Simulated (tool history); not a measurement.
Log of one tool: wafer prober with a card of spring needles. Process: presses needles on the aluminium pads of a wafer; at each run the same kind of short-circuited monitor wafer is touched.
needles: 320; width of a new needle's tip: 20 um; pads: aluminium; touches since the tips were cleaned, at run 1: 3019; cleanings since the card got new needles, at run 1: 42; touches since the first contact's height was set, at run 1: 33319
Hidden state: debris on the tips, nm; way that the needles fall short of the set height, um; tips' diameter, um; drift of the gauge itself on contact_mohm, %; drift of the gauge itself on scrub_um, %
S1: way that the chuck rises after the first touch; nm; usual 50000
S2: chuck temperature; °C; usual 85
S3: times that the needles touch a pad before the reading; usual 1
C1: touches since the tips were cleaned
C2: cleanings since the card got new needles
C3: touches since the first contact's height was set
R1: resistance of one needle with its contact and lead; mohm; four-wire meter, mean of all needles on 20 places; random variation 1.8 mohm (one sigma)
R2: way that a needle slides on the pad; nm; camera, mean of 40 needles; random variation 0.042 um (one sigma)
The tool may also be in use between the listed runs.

| run | day | S1 | S2 | S3 | C1 | C2 | C3 | R1 | R2 |
|---|---|---|---|---|---|---|---|---|---|
| 1 | 0.000 | 50000 | 85 | 1 | 3019 | 42 | 33319 | 194 | 9850 |
|  | 0.721 | tips cleaned on abrasive film |
|  | 2.029 | tips cleaned on abrasive film |
| 2 | 2.608 | 50000 | 85 | 1 | 3319 | 44 | 48159 | 191 | 9830 |
|  | 3.308 | tips cleaned on abrasive film |
|  | 4.596 | tips cleaned on abrasive film |
| 3 | 4.812 | 60000 | 85 | 1 | 1244 | 46 | 60683 | 186 | 11740 |
|  | 5.950 | tips cleaned on abrasive film |
| 4 | 6.217 | 60000 | 85 | 1 | 1510 | 47 | 68653 | 186 | 11640 |
|  | 7.146 | tips cleaned on abrasive film |
| 5 | 7.950 | 60000 | 85 | 1 | 4569 | 48 | 78509 | 186 | 11790 |
|  | 8.408 | tips cleaned on abrasive film |
|  | 9.712 | tips cleaned on abrasive film |
|  | 10.921 | tips cleaned on abrasive film |
| 6 | 11.229 | 60000 | 85 | 1 | 1761 | 51 | 97144 | 187 | 11840 |
|  | 12.092 | tips cleaned on abrasive film |
|  | 13.375 | tips cleaned on abrasive film |
| 7 | 13.375 | 60000 | 70 | 1 | 0 | 53 | 109341 | 185 | 11720 |
|  | 14.571 | tips cleaned on abrasive film |
|  | 15.696 | tips cleaned on abrasive film |
| 8 | 16.258 | 60000 | 70 | 1 | 3218 | 55 | 125747 | 183 | 11740 |
|  | 16.550 | height of the first contact set anew |
|  | 16.833 | tips cleaned on abrasive film |
|  | 18.083 | tips cleaned on abrasive film |
|  | 19.271 | tips cleaned on abrasive film |
| 9 | 19.683 | 60000 | 70 | 1 | 2359 | 58 | 17792 | 183 | 11770 |
|  | 20.433 | tips cleaned on abrasive film |
| 10 | 21.079 | 60000 | 70 | 1 | 3668 | 59 | 25719 | 184 | 11760 |
|  | 21.588 | tips cleaned on abrasive film |
|  | 22.858 | tips cleaned on abrasive film |
| 11 | 23.038 | 50000 | 87 | 1 | 1036 | 61 | 36854 | 189 | 9870 |
|  | 24.242 | tips cleaned on abrasive film |
|  | 25.500 | tips cleaned on abrasive film |
| 12 | 25.742 | 50000 | 85 | 1 | 1391 | 63 | 52230 | 190 | 9810 |
|  | 26.762 | tips cleaned on abrasive film |
|  | 28.133 | tips cleaned on abrasive film |
| 13 | 28.771 | 50000 | 85 | 1 | 3650 | 65 | 69467 | 190 | 9790 |
|  | 29.317 | tips cleaned on abrasive film |
|  | 30.538 | tips cleaned on abrasive film |
|  | 31.796 | tips cleaned on abrasive film |
| 14 | 31.912 | 50000 | 85 | 1 | 669 | 68 | 87307 | 193 | 9800 |
|  | 33.150 | tips cleaned on abrasive film |
| 15 | 34.154 | 50000 | 85 | 1 | 5733 | 69 | 100075 | 189 | 9820 |
|  | 34.304 | tips cleaned on abrasive film |
|  | 35.554 | tips cleaned on abrasive film |
| 16 | 36.421 | 55000 | 41 | 1 | 4937 | 71 | 112937 | 180 | 10830 |
|  | 36.754 | tips cleaned on abrasive film |
|  | 37.954 | tips cleaned on abrasive film |
|  | 38.800 | height of the first contact set anew |
|  | 39.212 | tips cleaned on abrasive film |
| 17 | 39.500 | 55000 | 41 | 1 | 1629 | 74 | 3973 | 179 | 10760 |
|  | 40.412 | tips cleaned on abrasive film |
|  | 41.596 | tips cleaned on abrasive film |
| 18 | 42.312 | 50000 | 69 | 2 | 4081 | 76 | 19970 | 188 | 9800 |
|  | 42.875 | tips cleaned on abrasive film |
| 19 | 43.833 | 50000 | 69 | 2 | 5460 | 77 | 28618 | 187 | 9850 |
|  | 44.008 | tips cleaned on abrasive film |
|  | 45.162 | tips cleaned on abrasive film |
| 20 | 45.954 | 50000 | 69 | 2 | 4503 | 79 | 40666 | 190 | 9830 |
|  | 46.517 | tips cleaned on abrasive film |
|  | 47.858 | tips cleaned on abrasive film |
| 21 | 48.400 | 50000 | 69 | 2 | 3075 | 81 | 54566 | 185 | 9750 |
|  | 49.154 | tips cleaned on abrasive film |
| 22 | 50.088 | 41000 | 45 | 1 | 5318 | 82 | 64169 | 188 | 7980 |
|  | 50.312 | tips cleaned on abrasive film |
|  | 51.542 | tips cleaned on abrasive film |
| 23 | 52.504 | 41000 | 100 | 3 | 5496 | 84 | 77914 | 199 | 8070 |
|  | 52.929 | tips cleaned on abrasive film |
|  | 54.129 | tips cleaned on abrasive film |
|  | 55.271 | tips cleaned on abrasive film |
| 24 | 55.271 | 50000 | 43 | 1 | 0 | 87 | 93613 | 179 | 9790 |
|  | 56.454 | tips cleaned on abrasive film |
|  | 57.696 | tips cleaned on abrasive film |
| 25 | 57.967 | 33000 | 36 | 2 | 1553 | 89 | 108958 | 196 | 6470 |
|  | 59.033 | tips cleaned on abrasive film |
|  | 60.308 | tips cleaned on abrasive film |
|  | 61.083 | height of the first contact set anew |
| 26 | 61.146 | 33000 | 36 | 2 | 4717 | 91 | 362 | 187 | 6430 |
|  | 61.450 | tips cleaned on abrasive film |
|  | 62.717 | tips cleaned on abrasive film |
| 27 | 63.804 | 50000 | 40 | 2 | 6194 | 93 | 15459 | 182 | 9750 |
|  | 63.950 | tips cleaned on abrasive film |
|  | 65.129 | tips cleaned on abrasive film |
|  | 66.258 | tips cleaned on abrasive film |
| 28 | 67.162 | 31000 | 85 | 2 | 5157 | 96 | 34538 | 210 | 6100 |

5 ways to go on from here, each from the tool as it stands after run 28. What would each give?
|  | 67.429 | tips cleaned on abrasive film |
|  | 68.658 | tips cleaned on abrasive film |
| A | 69.767 | 39000 | 88 | 2 | 6317 | 98 | 49360 | ? | ? |
|  | 67.429 | tips cleaned on abrasive film |
|  | 68.658 | tips cleaned on abrasive film |
| B | 69.767 | 30000 | 58 | 1 | 6317 | 98 | 49360 | ? | ? |
|  | 67.429 | tips cleaned on abrasive film |
|  | 68.658 | tips cleaned on abrasive film |
| C | 69.767 | 31000 | 74 | 2 | 6317 | 98 | 49360 | ? | ? |
|  | 67.429 | tips cleaned on abrasive film |
|  | 68.658 | tips cleaned on abrasive film |
| D | 69.767 | 50000 | 68 | 1 | 6317 | 98 | 49360 | ? | ? |
|  | 67.429 | tips cleaned on abrasive film |
|  | 68.658 | tips cleaned on abrasive film |
| E | 69.767 | 36000 | 54 | 2 | 6317 | 98 | 49360 | ? | ? |

| run | R1 | R2 |
|---|---|---|
| A | 202 | 7640 |
| B | 204 | 5910 |
| C | 203 | 6110 |
| D | 186 | 9740 |
| E | 192 | 7070 |
Without the tool's hidden state the same runs would have given:
| run | R1 | R2 |
|---|---|---|
| A | 201 | 7640 |
| B | 203 | 5910 |
| C | 203 | 6110 |
| D | 186 | 9740 |
| E | 192 | 7070 |

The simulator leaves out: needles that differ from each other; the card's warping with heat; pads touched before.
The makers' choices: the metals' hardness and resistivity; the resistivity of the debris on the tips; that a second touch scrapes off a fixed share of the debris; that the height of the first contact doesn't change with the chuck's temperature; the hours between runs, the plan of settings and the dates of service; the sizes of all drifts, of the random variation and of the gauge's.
